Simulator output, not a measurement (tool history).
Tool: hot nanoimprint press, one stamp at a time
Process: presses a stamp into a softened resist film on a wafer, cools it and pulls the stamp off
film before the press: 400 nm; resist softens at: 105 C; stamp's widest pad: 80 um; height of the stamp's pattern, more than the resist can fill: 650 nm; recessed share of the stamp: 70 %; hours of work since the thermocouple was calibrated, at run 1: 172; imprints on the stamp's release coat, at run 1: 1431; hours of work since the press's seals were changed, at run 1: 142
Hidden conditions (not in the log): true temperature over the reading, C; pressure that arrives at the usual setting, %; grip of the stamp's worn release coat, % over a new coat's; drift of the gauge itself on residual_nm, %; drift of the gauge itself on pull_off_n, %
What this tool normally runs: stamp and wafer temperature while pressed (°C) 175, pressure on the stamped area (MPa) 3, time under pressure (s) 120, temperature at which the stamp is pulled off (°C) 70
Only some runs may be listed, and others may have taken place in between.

run	hour	stamp and wafer temperature while pressed (°C)	pressure on the stamped area (MPa)	time under pressure (s)	temperature at which the stamp is pulled off (°C)	hours of work since the thermocouple was calibrated	imprints on the stamp's release coat	hours of work since the press's seals were changed	resist left under the stamp's widest pad (nm)	greatest force while the stamp is pulled off (N)
1	0	175	3	120	70	172	1431	142	141.5	140
2	15	175	3	120	70	182	1483	152	141.3	138
3	29.5	175	3	120	70	191	1533	162	141.5	139
4	45.1	175	3	120	70	202	1587	172	141.5	146
5	56.5	175	3	120	70	209	1626	180	141.5	144
6	68.1	175	3	120	70	217	1666	188	141.1	144
7	75	175	3	120	70	222	1690	192	141.6	146
8	85	175	3	120	70	228	1725	199	140.8	145
9	92.3	175	3	120	70	233	1750	204	141.2	144
10	106.7	172	3	120	70	243	1799	214	152.4	152
11	122	172	3	120	70	253	1852	224	152.9	149
12	134.5	167	3	120	70	261	1895	232	175.1	143
13	151.5	167	3	120	70	273	1954	243	175.2	152
# hour 162.1: plate thermocouple calibrated
14	162.1	167	3	120	70	0	1980	249	178.1	155
15	169.1	175	3	120	70	5	2004	253	143.5	159
16	176	175	3	120	70	9	2028	258	143.4	159
17	190.8	175	3	120	64	19	2079	268	143.3	169
18	202.4	175	3	126	56	27	2119	275	141	194
19	212.7	185	4.19	155	66	34	2155	282	82.5	170

Run 20, settings as shown, results not yet in. Your forecast:
20	225	170	3	120	55	42	2197	291	?	?

resist left under the stamp's widest pad (nm): 163.7
greatest force while the stamp is pulled off (N): 210
If the tool had no hidden condition, the same run with the same run-to-run variation would have returned resist left under the stamp's widest pad (nm) 164.4, greatest force while the stamp is pulled off (N) 120.

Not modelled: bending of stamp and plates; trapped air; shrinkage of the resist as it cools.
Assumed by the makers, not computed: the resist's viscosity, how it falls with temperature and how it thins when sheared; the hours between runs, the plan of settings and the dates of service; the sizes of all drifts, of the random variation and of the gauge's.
